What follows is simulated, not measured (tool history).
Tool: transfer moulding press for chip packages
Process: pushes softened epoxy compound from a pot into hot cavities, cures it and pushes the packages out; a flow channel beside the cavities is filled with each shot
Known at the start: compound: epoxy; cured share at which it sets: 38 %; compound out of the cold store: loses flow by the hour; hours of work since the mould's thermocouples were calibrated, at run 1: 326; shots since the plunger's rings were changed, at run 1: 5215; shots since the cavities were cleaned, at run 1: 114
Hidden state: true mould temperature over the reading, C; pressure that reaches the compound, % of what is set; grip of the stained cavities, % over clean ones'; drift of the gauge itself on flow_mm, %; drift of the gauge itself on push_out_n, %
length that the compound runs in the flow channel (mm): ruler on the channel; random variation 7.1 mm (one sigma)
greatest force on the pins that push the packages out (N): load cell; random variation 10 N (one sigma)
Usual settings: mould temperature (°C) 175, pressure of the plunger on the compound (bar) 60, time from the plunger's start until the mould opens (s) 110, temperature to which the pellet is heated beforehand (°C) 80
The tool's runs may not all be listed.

run,hour,mould temperature (°C),pressure of the plunger on the compound (bar),time from the plunger's start until the mould opens (s),temperature to which the pellet is heated beforehand (°C),hours of work since the mould's thermocouples were calibrated,shots since the plunger's rings were changed,shots since the cavities were cleaned,incoming compound's hours out of the cold store,length that the compound runs in the flow channel (mm),greatest force on the pins that push the packages out (N)
1,0,175,60,110,80,326,5215,114,17.7,888,666
2,8.5,175,60,118,80,332,5316,215,46.5,812,730
3,19.3,175,60,110,80,339,5444,343,13,886,882
4,29.6,175,60,110,80,346,5566,465,31.8,838,913
5,35.6,175,60,110,80,350,5637,536,40.6,826,921
6,40.8,175,60,113,80,354,5699,598,8.7,897,924
7,48.1,175,60,113,80,359,5786,685,19.3,863,970
# hour 55.1: mould's thermocouples calibrated
8,56.2,175,60,113,80,1,5858,757,39.7,827,904
9,65.5,172,60,110,80,7,5969,868,27.6,861,1160
10,72.5,172,60,116,77,12,6051,950,38.2,836,1049
# hour 74.8: cavities cleaned with cleaning compound and waxed
11,83,179,60,116,77,18,6159,98,29.1,827,530
12,92,183,60,132,70,25,6265,204,47.9,773,598
13,103.3,178,60,132,70,32,6399,338,38.9,804,682
14,111.2,180,60,109,83,38,6493,432,23.3,830,753
# hour 116.2: plunger's sealing rings changed
15,125.4,180,60,109,83,46,109,571,21.5,905,763
16,137.2,175,60,110,84,54,249,711,17,947,957

Forecast each of these 3 alternatives for the next run:
A,144.9,175,64.9,101,71,60,341,803,21.9,?,?
B,144.9,183,60,110,80,60,341,803,43.6,?,?
C,144.9,175,73.4,93,71,60,341,803,28,?,?

run,length that the compound runs in the flow channel (mm),greatest force on the pins that push the packages out (N)
A,965,1135
B,844,805
C,1015,1265
Without the tool's hidden state the same runs would have given:
run,length that the compound runs in the flow channel (mm),greatest force on the pins that push the packages out (N)
A,971,565
B,848,400
C,1020,630

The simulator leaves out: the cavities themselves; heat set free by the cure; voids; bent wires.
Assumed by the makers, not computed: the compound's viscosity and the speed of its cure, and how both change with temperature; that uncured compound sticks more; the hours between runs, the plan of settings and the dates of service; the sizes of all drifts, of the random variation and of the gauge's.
